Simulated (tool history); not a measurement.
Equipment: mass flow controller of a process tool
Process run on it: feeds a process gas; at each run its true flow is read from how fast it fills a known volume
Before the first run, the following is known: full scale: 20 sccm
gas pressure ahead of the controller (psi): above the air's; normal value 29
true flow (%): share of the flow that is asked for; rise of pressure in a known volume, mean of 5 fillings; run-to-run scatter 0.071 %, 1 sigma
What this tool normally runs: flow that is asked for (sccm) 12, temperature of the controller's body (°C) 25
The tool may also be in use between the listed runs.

run      day  flow that is asked for (sccm)  gas pressure ahead of the controller (psi)  temperature of the controller's body (°C)  true flow (%)
  1        0                             12                                          29                                         25          97.02
  2   10.433                             12                                          28                                         25          96.85
  3   24.571                             12                                          28                                         25          96.82
  4   39.858                             12                                          28                                         25          96.75
  5   58.158                             12                                          28                                         25          96.76
  6   72.479                             12                                          29                                         25          96.71
  7   90.825                             12                                          29                                         25          96.63
  8  107.892                             12                                          29                                         25          96.59
  9  122.108                             19                                        21.2                                         36          97.29
 10  133.517                             19                                        21.2                                         36          97.15
 11  150.412                             16                                        33.5                                         36          96.75
 12  163.183                             12                                          29                                         30          96.27
 13  174.062                             12                                          29                                         30          96.22
 14  188.933                              3                                        21.5                                         25          90.28
 15  203.375                              2                                          29                                         24          86.16
 16   222.75                              2                                          29                                         24          85.95

Each run again, without the hidden state but with its own random variation kept:
The tool's hidden condition here consists of: flow at rest that the sensor doesn't see, % of full scale; true flow over the shown one, %; drift of the gauge itself on true_pct, %.
run  true flow (%)
  1           99.7
  2          99.57
  3          99.59
  4          99.58
  5          99.65
  6          99.65
  7          99.63
  8          99.65
  9          99.75
 10          99.64
 11           99.5
 12          99.52
 13          99.52
 14          99.43
 15          99.37
 16          99.45
